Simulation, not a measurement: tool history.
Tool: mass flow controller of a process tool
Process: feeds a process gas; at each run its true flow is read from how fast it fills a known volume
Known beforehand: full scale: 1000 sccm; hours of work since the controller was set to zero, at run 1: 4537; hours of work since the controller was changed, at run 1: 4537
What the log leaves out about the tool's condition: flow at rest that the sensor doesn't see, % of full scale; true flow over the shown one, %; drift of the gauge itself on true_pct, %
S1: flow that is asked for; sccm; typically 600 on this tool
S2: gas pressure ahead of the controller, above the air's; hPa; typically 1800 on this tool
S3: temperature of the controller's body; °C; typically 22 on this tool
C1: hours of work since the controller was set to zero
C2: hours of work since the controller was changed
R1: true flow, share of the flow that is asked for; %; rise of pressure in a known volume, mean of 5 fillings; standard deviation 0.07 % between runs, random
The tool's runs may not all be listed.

run	day	S1	S2	S3	C1	C2	R1
1	0.000	600	1800	22	4537	4537	97.29
2	12.892	600	1800	22	4662	4662	97.16
3	23.825	600	1800	22	4769	4769	96.98
4	34.408	600	1800	22	4871	4871	97.08
5	40.204	600	1800	22	4928	4928	97.07
6	52.875	600	1800	22	5051	5051	97.02
7	62.596	600	1800	22	5145	5145	96.90
8	70.321	600	1800	22	5220	5220	96.93
9	79.883	600	1800	22	5313	5313	96.89
10	88.329	600	1800	22	5395	5395	96.86
11	94.396	600	1800	22	5454	5454	96.79
12	101.296	600	1800	22	5521	5521	96.71
13	107.208	600	1800	22	5578	5578	96.73
14	113.517	322	1800	22	5639	5639	95.23
15	119.900	600	1850	22	5701	5701	96.72
16	130.517	600	1800	27	5804	5804	96.79
17	139.229	600	1800	27	5889	5889	96.70
18	146.879	600	1800	27	5963	5963	96.66
19	153.879	600	1800	27	6031	6031	96.62
20	166.517	600	1800	27	6154	6154	96.57
21	173.021	600	1800	27	6217	6217	96.48
22	178.746	600	1800	27	6272	6272	96.60
23	191.158	600	1800	22	6393	6393	96.38
24	201.617	600	1800	22	6494	6494	96.28
25	213.983	600	1800	22	6614	6614	96.15
26	220.275	785	1550	22	6676	6676	96.78
27	227.650	221	1800	34	6747	6747	93.12
28	239.421	304	1840	34	6861	6861	94.30
29	248.354	304	2130	23	6948	6948	94.34
30	256.217	112	1800	31	7024	7024	88.23
31	266.029	589	2040	36	7120	7120	96.60
32	278.200	589	2040	36	7238	7238	96.52
33	290.062	375	1640	26	7353	7353	94.58
34	300.983	375	1640	26	7459	7459	94.68
35	307.392	160	1800	22	7521	7521	90.33
36	313.492	370	1400	22	7580	7580	94.26
37	322.229	370	1400	22	7665	7665	94.10
38	328.550	370	2380	22	7727	7727	94.76
39	334.379	607	1800	24	7783	7783	95.78
40	345.662	152	1800	38	7893	7893	89.90
41	351.346	152	1800	38	7948	7948	89.87
42	359.050	167	1650	22	8023	8023	89.99
43	371.588	167	2370	22	8144	8144	90.28
44	380.275	167	2150	38	8229	8229	90.40
45	389.104	167	2150	38	8314	8314	90.38
46	400.150	167	2150	38	8422	8422	90.30
# day 401.042: controller's zero set anew
47	412.642	451	1800	22	113	8543	97.27

Forecast each of these 4 alternatives for the next run:
A	421.208	600	1800	35	196	8626	?
B	421.208	152	1850	27	196	8626	?
C	421.208	728	1830	22	196	8626	?
D	421.208	300	1640	22	196	8626	?

run	R1
A	97.58
B	96.94
C	97.64
D	97.03
Had the tool no hidden state, the same runs would have come out as:
run	R1
A	99.44
B	98.95
C	99.50
D	98.94

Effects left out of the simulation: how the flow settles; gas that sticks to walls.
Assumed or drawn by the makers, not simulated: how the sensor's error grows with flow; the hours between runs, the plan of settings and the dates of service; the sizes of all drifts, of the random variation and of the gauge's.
